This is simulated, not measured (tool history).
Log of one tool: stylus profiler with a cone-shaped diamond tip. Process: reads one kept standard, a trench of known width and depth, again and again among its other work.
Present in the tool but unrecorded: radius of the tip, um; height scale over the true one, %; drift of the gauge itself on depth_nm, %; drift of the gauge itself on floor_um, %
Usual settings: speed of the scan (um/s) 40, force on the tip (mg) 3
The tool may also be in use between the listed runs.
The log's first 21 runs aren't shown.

run     day  speed of the scan (um/s)  force on the tip (mg)  scans with this tip  hours of work since the height scale was calibrated  depth of the trench (angstrom)  width of the trench's floor (um)
 22  13.704                        48                   1.58                 8218                                                  598                          5035.5                             26.77
 23  14.358                        13                   4.65                 8327                                                  606                          5071.7                             26.94
 24  14.996                        51                   3.44                 8433                                                  613                          5059.5                             26.81
 25  15.679                        23                   5.87                 8548                                                  622                          5081.3                             26.95
 26  16.104                        23                   5.87                 8619                                                  627                          5087.3                             26.95
 27  17.008                        33                   6.63                 8769                                                  638                          5088.5                                27
 28  17.812                        41                   1.59                 8904                                                  648                          5035.4                             26.78
 29  18.633                        41                   1.59                 9042                                                  658                          5032.3                             26.81
 30  19.417                        43                      3                 9172                                                  667                          5054.6                             26.86
 31  20.242                        43                      3                 9310                                                  677                          5053.7                             26.86
 32  21.117                        41                   2.06                 9456                                                  688                          5041.1                             26.84
 33  21.962                       103                    3.1                 9598                                                  698                          5053.7                             26.67
 34  22.533                       103                    3.1                 9693                                                  705                          5054.5                             26.62
 35  23.371                        16                   1.72                 9833                                                  715                            5038                             26.93
 36  24.004                        16                   1.67                 9939                                                  723                            5038                             26.95

Alternative continuations, all from the tool just after run 36; predict every row:
  A  24.708                       112                   3.17                10057                                                  732                               ?                                 ?
  B  24.708                        16                   1.34                10057                                                  732                               ?                                 ?
  C  24.708                        79                   3.87                10057                                                  732                               ?                                 ?
  D  24.708                        91                   1.26                10057                                                  732                               ?                                 ?

run  depth of the trench (angstrom)  width of the trench's floor (um)
  A                          5056.1                             26.67
  B                          5032.1                             26.86
  C                          5064.1                             26.78
  D                          5029.7                             26.49
Without the tool's unlogged condition, the same runs would have read:
run  depth of the trench (angstrom)  width of the trench's floor (um)
  A                          5055.9                             26.69
  B                          5031.9                             26.88
  C                          5063.9                              26.8
  D                          5029.6                             26.51
